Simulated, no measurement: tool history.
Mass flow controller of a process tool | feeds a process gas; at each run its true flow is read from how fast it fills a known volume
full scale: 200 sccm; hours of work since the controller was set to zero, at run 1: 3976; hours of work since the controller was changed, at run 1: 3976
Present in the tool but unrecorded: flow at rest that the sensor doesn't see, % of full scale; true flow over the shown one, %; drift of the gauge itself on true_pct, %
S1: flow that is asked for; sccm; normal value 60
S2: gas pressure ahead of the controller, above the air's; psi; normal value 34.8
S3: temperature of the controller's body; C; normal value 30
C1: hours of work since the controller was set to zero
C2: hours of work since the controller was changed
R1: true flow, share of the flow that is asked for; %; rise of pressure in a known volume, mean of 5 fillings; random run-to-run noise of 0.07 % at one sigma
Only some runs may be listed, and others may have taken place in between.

run,hour,S1,S2,S3,C1,C2,R1
1,0,60,34.8,30,3976,3976,97.52
2,229.8,60,34.8,30,4058,4058,97.48
3,554.2,60,34.8,30,4174,4174,97.51
4,807.9,60,34.8,30,4265,4265,97.56
# hour 839.8: controller's zero set anew
5,1139.7,60,34.8,30,107,4384,98.09
6,1410.2,60,34.8,30,204,4481,97.97
7,1892.1,60,34.8,30,377,4654,97.93
8,2284.7,97,30.2,30,518,4794,97.51
9,2633.8,35,24.2,34,643,4919,98.05
10,3090.3,26,31.8,37,806,5083,98.94
11,3300.9,25,33.4,26,882,5158,99.95

A few steps of R1 between consecutive runs. Split each: what settings, incoming material and random variation would produce without the hidden state, and what is left over for the hidden state, along with gauge scatter present in only one of the two compared results (measured, and without hidden state):
Run 8 -> 9: S1 97 -> 35, S2 30.2 -> 24.2, S3 30 -> 34. R1 +0.54 %: hidden state +1.7, all else -1.16.
Run 10 -> 11: S1 26 -> 25, S2 31.8 -> 33.4, S3 37 -> 26. R1 +1.01 %: hidden state +0.17, all else +0.84.
